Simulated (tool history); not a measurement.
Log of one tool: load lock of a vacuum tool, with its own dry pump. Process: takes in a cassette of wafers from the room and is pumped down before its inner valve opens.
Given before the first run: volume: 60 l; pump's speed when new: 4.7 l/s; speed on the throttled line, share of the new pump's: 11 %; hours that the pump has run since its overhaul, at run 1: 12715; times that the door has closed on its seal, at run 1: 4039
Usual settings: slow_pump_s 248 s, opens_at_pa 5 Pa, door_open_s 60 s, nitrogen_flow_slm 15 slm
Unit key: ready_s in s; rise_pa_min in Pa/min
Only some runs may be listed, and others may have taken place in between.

run      day  slow_pump_s  opens_at_pa  door_open_s  nitrogen_flow_slm  hours that the pump has run since its overhaul  times that the door has closed on its seal  incoming humidity of the room's air, %  ready_s  rise_pa_min
  1    0.000          248            5           60                 15                                           12715                                        4039                                    44.7    356.2        0.070
  2    3.175          248            5           60                 16                                           12791                                        4183                                    44.4    357.7        0.071
  3    8.617          248            5           60                 16                                           12922                                        4430                                    46.3    356.9        0.070
  4   14.025          248            5           60                 15                                           13051                                        4675                                    45.1    356.5        0.073
  5   21.208          248            5           39                 15                                           13224                                        5001                                    41.9    356.7        0.063
  6   24.542          248            5           60                 15                                           13304                                        5152                                    47.3    358.9        0.082
  7   27.812          248            5           60                 15                                           13382                                        5301                                    43.0    356.6        0.071
  8   31.992          248            5           60                 15                                           13483                                        5490                                    47.2    355.7        0.082
  9   35.288          248            5           60                 15                                           13562                                        5640                                    48.8    357.5        0.083
 10   38.700          248            5          128                 15                                           13644                                        5795                                    46.8    357.4        0.102
 11   45.442          248            5          128                 15                                           13805                                        6100                                    43.1    358.4        0.101
 12   52.171          248            5          128                 15                                           13967                                        6406                                    45.3    356.0        0.106
 13   58.308          248            5          138                 15                                           14114                                        6684                                    44.6    357.6        0.110
 14   65.679          248            5           60                 18                                           14291                                        7018                                    44.9    356.0        0.092
 15   73.229          248            5           60                 12                                           14472                                        7361                                    43.1    358.6        0.096
 16   79.575          356            5           60                 12                                           14625                                        7649                                    46.7    453.4        0.098
 17   86.296          356            5           60                 12                                           14786                                        7954                                    46.9    455.5        0.112
 18   90.350          248            5           60                 15                                           14883                                        8137                                    45.9    359.5        0.098
 19   95.833          248            5           60                 15                                           15015                                        8386                                    44.8    358.4        0.099
 20  100.496          248            5           60                 11                                           15127                                        8598                                    45.7    358.3        0.112
 21  105.462          248            6           60                 11                                           15246                                        8823                                    48.7    356.0        0.113
 22  112.242          248            5           60                  7                                           15409                                        9130                                    42.1    357.9        0.115
 23  118.842          202            5           60                 22                                           15567                                        9430                                    45.1    318.1        0.100
 24  123.842          463            5           86                 29                                           15687                                        9657                                    47.3    548.5        0.109
 25  129.308          467            6           60                 21                                           15818                                        9904                                    45.5    548.7        0.105
 26  132.633          419            8           85                 34                                           15898                                       10055                                    45.4    504.5        0.106
 27  139.238          370            8           26                 11                                           16057                                       10355                                    45.9    458.5        0.107
 28  142.654          370            8           26                 11                                           16138                                       10510                                    44.2    456.7        0.105
 29  148.308          343            8           31                 10                                           16274                                       10766                                    44.3    436.3        0.115
 30  155.950          299            9           31                 10                                           16458                                       11113                                    45.7    396.3        0.117
 31  163.704          251            7           31                 10                                           16644                                       11465                                    46.3    357.7        0.123
 32  168.096          129            5           30                  6                                           16749                                       11664                                    42.8    254.6        0.126
 33  175.204          283            5          102                  6                                           16920                                       11986                                    44.8    389.0        0.163
 34  181.217          248            6           60                 15                                           17064                                       12259                                    45.6    355.8        0.137
 35  184.988          248            6           98                  7                                           17155                                       12430                                    46.0    356.7        0.162
 36  190.704          175            9           50                 40                                           17292                                       12689                                    44.4    285.6        0.117
 37  195.812          248            7           91                 15                                           17414                                       12921                                    45.7    353.4        0.151

Table of differences, measured result less the result of that run with no hidden state. Run-to-run variation is the same in both. Gauge scatter possibly is not:
The hidden state here: pump's speed, % of a new pump's; leak at the door's seal, Pa l/s; drift of the gauge itself on ready_s, %; drift of the gauge itself on rise_pa_min, %.
run  ready_s  rise_pa_min
  1     +6.2       +0.022
  2     +6.2       +0.022
  3     +6.2       +0.024
  4     +6.3       +0.026
  5     +6.4       +0.028
  6     +6.5       +0.029
  7     +6.5       +0.030
  8     +6.5       +0.031
  9     +6.6       +0.032
 10     +6.6       +0.033
 11     +6.7       +0.035
 12     +6.8       +0.038
 13     +6.8       +0.040
 14     +6.9       +0.041
 15     +7.0       +0.046
 16     +6.0       +0.047
 17     +6.2       +0.050
 18     +7.3       +0.050
 19     +7.4       +0.053
 20     +7.4       +0.054
 21     +7.3       +0.056
 22     +7.5       +0.058
 23     +8.0       +0.061
 24     +5.9       +0.064
 25     +5.7       +0.064
 26     +5.6       +0.067
 27     +6.1       +0.070
 28     +6.1       +0.072
 29     +6.7       +0.074
 30     +6.8       +0.077
 31     +7.8       +0.082
 32     +9.3       +0.083
 33     +8.0       +0.084
 34     +8.2       +0.088
 35     +8.3       +0.089
 36     +8.5       +0.092
 37     +7.8       +0.093

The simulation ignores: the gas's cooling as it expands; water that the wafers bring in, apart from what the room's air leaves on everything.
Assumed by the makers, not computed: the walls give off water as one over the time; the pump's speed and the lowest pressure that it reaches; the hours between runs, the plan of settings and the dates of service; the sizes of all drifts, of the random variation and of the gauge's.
